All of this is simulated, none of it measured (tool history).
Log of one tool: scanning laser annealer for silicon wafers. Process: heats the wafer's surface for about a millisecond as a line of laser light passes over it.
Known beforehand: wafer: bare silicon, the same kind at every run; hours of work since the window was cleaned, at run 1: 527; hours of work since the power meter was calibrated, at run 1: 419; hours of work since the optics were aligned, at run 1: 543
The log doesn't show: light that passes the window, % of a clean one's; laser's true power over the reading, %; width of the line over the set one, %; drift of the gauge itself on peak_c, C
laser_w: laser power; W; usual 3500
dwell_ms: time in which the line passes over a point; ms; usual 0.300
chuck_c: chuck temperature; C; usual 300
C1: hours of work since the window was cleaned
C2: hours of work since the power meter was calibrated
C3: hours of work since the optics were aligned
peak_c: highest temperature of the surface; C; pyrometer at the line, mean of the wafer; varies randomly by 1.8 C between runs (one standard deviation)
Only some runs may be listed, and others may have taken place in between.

Run 1, hour 0.0: usual settings; C1 527; C2 419; C3 543. Result: peak_c 999 C.
Run 2, hour 12.3: usual settings; C1 535; C2 427; C3 551. Result: peak_c 1002 C.
Run 3, hour 31.2: usual settings but laser_w 3244 W; C1 547; C2 440; C3 563. Result: peak_c 938 C.
At hour 44.2: window over the wafer cleaned.
Run 4, hour 44.6: usual settings but laser_w 3244 W; C1 0; C2 447; C3 571. Result: peak_c 975 C.
Run 5, hour 55.9: usual settings; C1 8; C2 454; C3 578. Result: peak_c 1039 C.
Run 6, hour 75.2: usual settings; C1 20; C2 467; C3 590. Result: peak_c 1037 C.
Run 7, hour 93.1: usual settings; C1 32; C2 478; C3 602. Result: peak_c 1037 C.
Run 8, hour 111.4: usual settings; C1 43; C2 490; C3 614. Result: peak_c 1034 C.
Run 9, hour 125.5: usual settings; C1 53; C2 499; C3 623. Result: peak_c 1035 C.
Run 10, hour 134.0: usual settings; C1 58; C2 505; C3 629. Result: peak_c 1035 C.
Run 11, hour 145.7: usual settings; C1 66; C2 512; C3 636. Result: peak_c 1036 C.
Run 12, hour 165.3: usual settings but dwell_ms 0.212 ms; C1 78; C2 525; C3 649. Result: peak_c 921 C.
Run 13, hour 182.2: usual settings; C1 89; C2 536; C3 660. Result: peak_c 1033 C.
Run 14, hour 202.5: usual settings; C1 103; C2 549; C3 673. Result: peak_c 1033 C.
Run 15, hour 214.1: usual settings; C1 110; C2 557; C3 680. Result: peak_c 1032 C.
Run 16, hour 225.1: usual settings; C1 117; C2 564; C3 688. Result: peak_c 1032 C.
Run 17, hour 236.6: usual settings but dwell_ms 0.343 ms; C1 125; C2 571; C3 695. Result: peak_c 1078 C.
Run 18, hour 253.2: usual settings but dwell_ms 0.343 ms; C1 135; C2 582; C3 706. Result: peak_c 1075 C.
At hour 260.0: optics aligned, line set to its width.
Run 19, hour 268.5: usual settings but dwell_ms 0.343 ms; C1 142; C2 589; C3 6. Result: peak_c 1077 C.
Run 20, hour 286.5: usual settings but laser_w 3547 W, dwell_ms 0.218 ms, chuck_c 261 C; C1 154; C2 600; C3 17. Result: peak_c 892 C.
Run 21, hour 300.2: usual settings but laser_w 3310 W, dwell_ms 0.343 ms, chuck_c 268 C; C1 163; C2 609; C3 26. Result: peak_c 988 C.
Run 22, hour 314.7: usual settings but dwell_ms 0.270 ms; C1 172; C2 619; C3 35. Result: peak_c 990 C.
Run 23, hour 325.5: usual settings but dwell_ms 0.270 ms; C1 179; C2 626; C3 42. Result: peak_c 987 C.
At hour 338.2: optics aligned, line set to its width, once more.
Run 24, hour 350.4: usual settings but laser_w 3374 W, dwell_ms 0.313 ms, chuck_c 302 C; C1 192; C2 639; C3 8. Result: peak_c 1018 C.
Run 25, hour 363.2: usual settings but dwell_ms 0.221 ms, chuck_c 306 C; C1 200; C2 647; C3 16. Result: peak_c 938 C.
Run 26, hour 382.8: usual settings but dwell_ms 0.221 ms, chuck_c 306 C; C1 213; C2 659; C3 29. Result: peak_c 940 C.
Run 27, hour 395.2: usual settings but dwell_ms 0.221 ms, chuck_c 306 C; C1 221; C2 667; C3 37. Result: peak_c 935 C.
Run 28, hour 411.4: usual settings but laser_w 2991 W, dwell_ms 0.337 ms; C1 231; C2 678; C3 47. Result: peak_c 934 C.
Run 29, hour 424.3: usual settings but laser_w 2991 W, dwell_ms 0.337 ms; C1 240; C2 686; C3 56. Result: peak_c 934 C.
Run 30, hour 440.6: usual settings but laser_w 3462 W, dwell_ms 0.347 ms, chuck_c 305 C; C1 250; C2 697; C3 66. Result: peak_c 1072 C.
Run 31, hour 455.6: usual settings but laser_w 3462 W, dwell_ms 0.347 ms, chuck_c 305 C; C1 260; C2 707; C3 76. Result: peak_c 1075 C.
Run 32, hour 476.0: usual settings but dwell_ms 0.325 ms, chuck_c 301 C; C1 273; C2 720; C3 89. Result: peak_c 1057 C.
Run 33, hour 485.7: usual settings but chuck_c 284 C; C1 279; C2 726; C3 96. Result: peak_c 1008 C.
Run 34, hour 494.5: usual settings but chuck_c 284 C; C1 285; C2 732; C3 101. Result: peak_c 1011 C.
Run 35, hour 509.3: usual settings but laser_w 3465 W, chuck_c 337 C; C1 295; C2 741; C3 111. Result: peak_c 1051 C.
Run 36, hour 528.8: usual settings but dwell_ms 0.272 ms, chuck_c 275 C; C1 307; C2 754; C3 123. Result: peak_c 964 C.
Run 37, hour 541.6: usual settings but laser_w 3077 W, chuck_c 307 C; C1 316; C2 762; C3 132. Result: peak_c 925 C.
Run 38, hour 551.3: usual settings but laser_w 3079 W, dwell_ms 0.251 ms, chuck_c 303 C; C1 322; C2 769; C3 138. Result: peak_c 869 C.

What if the next run were any one of these 5? Each begins from the tool's condition after run 38:
Run A, hour 564.9: usual settings but laser_w 3748 W, dwell_ms 0.330 ms, chuck_c 296 C; C1 331; C2 777; C3 147. Result: peak_c ?.
Run B, hour 564.9: usual settings but laser_w 3201 W, dwell_ms 0.217 ms; C1 331; C2 777; C3 147. Result: peak_c ?.
Run C, hour 564.9: usual settings but dwell_ms 0.308 ms, chuck_c 306 C; C1 331; C2 777; C3 147. Result: peak_c ?.
Run D, hour 564.9: usual settings but laser_w 3739 W, dwell_ms 0.251 ms, chuck_c 329 C; C1 331; C2 777; C3 147. Result: peak_c ?.
Run E, hour 564.9: usual settings but laser_w 3832 W, dwell_ms 0.251 ms, chuck_c 289 C; C1 331; C2 777; C3 147. Result: peak_c ?.

run  peak_c
  A    1119
  B     855
  C    1040
  D    1049
  E    1028
What these runs would have given with no unlogged condition in the tool:
run  peak_c
  A    1146
  B     873
  C    1064
  D    1073
  E    1052
